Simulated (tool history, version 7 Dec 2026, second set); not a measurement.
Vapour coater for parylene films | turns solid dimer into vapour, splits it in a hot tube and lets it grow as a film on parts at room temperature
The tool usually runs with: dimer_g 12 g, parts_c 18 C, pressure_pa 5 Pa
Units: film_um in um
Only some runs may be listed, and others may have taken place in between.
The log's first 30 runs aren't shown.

run	hour	dimer_g	parts_c	pressure_pa	film_um
31	401.3	6	14	11.43	1.98
32	416.7	16	21	7.42	3.93
33	425.1	16	29	7.42	2.7
34	441.2	12	13	9.43	4.18
35	457.5	9	16	2.49	2.99
36	465.7	12	28	2.35	2.3
37	483.9	12	28	2.35	2.32
# hour 492.6: trap's valve overhauled
38	504.5	21	18	5.09	6.78
39	518.1	11	18	8.18	3.42
40	526.6	5	18	4.26	1.63
41	537.8	5	29	5.94	0.95
42	551.7	5	29	5.94	0.95
43	563.9	5	29	5.94	0.95
44	575.1	6	24	11.48	1.36
45	583.5	19	29	9.07	3.49
46	599.7	13	29	2.83	2.58

Here are 5 independent what-if runs from the current tool condition. What would each one return?
A	613	12	18	3.17	?
B	613	13	29	2.78	?
C	613	12	14	5	?
D	613	9	12	8.46	?
E	613	6	29	2.83	?

run	film_um
A	3.92
B	2.58
C	4.58
D	3.63
E	1.18
Without the tool's unlogged condition, the same runs would have read:
run	film_um
A	4
B	2.63
C	4.67
D	3.71
E	1.21
